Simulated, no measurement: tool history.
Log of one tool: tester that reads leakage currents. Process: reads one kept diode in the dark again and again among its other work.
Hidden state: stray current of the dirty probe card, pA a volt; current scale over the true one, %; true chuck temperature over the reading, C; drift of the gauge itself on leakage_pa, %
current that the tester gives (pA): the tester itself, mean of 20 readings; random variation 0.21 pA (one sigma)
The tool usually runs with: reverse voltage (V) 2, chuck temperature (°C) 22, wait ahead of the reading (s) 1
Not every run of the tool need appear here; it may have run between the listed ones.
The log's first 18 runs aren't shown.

run,hour,reverse voltage (V),chuck temperature (°C),wait ahead of the reading (s),hours of work since the probe card was cleaned,hours of work since the tester was calibrated,hours of work since the chuck was calibrated,current that the tester gives (pA)
19,790,2,22,0.89,622,1292,2325,67.57
20,822,2,54,1,637,1306,2339,1010.37
21,851.5,12.57,22,0.59,650,1319,2352,180.07
22,882.3,1.07,21,0.71,664,1333,2366,44.94
# hour 932.9: chuck's temperature calibrated
23,940.7,4.31,33,0.77,689,1359,4,282.05
24,978.4,4.31,33,0.77,706,1376,20,281.29
25,1041.8,2,22,0.64,735,1404,49,72.23
26,1090.9,5.25,28,1.73,757,1426,71,200.56
27,1155.1,13.67,39,6.49,786,1455,100,835.27
28,1188.9,13.67,39,6.49,801,1470,115,835.21
29,1239.1,13.67,39,6.49,824,1493,138,830.26
30,1276.7,13.67,39,6.49,840,1510,155,830.29
31,1318.2,1.07,24,0.99,859,1529,173,62.43
32,1357.3,1.19,28,0.4,877,1546,191,94.85
33,1411.1,1.15,30,1,901,1570,215,111.1
34,1460,1.43,56,1.42,923,1592,237,1043.5
35,1487.8,2.77,25,0.66,935,1605,250,112.07
36,1550.3,9.74,60,2.39,964,1633,278,3631.64
37,1608,2,22,1.3,990,1659,304,71.93
38,1634.6,2,22,1.3,1002,1671,316,71.63
39,1700.4,2,22,1.3,1031,1701,345,71.58
40,1750,3.02,22,0.47,1054,1723,368,89.91

Each row is a separate what-if for the run after 40, all from the same tool condition, not one after another. Results?
A,1794.2,1.4,31,6.24,1073,1743,388,?
B,1794.2,3.02,36,0.32,1073,1743,388,?
C,1794.2,14.14,22,0.47,1073,1743,388,?
D,1794.2,5.79,22,1,1073,1743,388,?

run,current that the tester gives (pA)
A,133.65
B,305.2
C,208.74
D,125.33
Without the tool's unlogged condition, the same runs would have read:
run,current that the tester gives (pA)
A,131.4
B,300.26
C,188.51
D,117.04
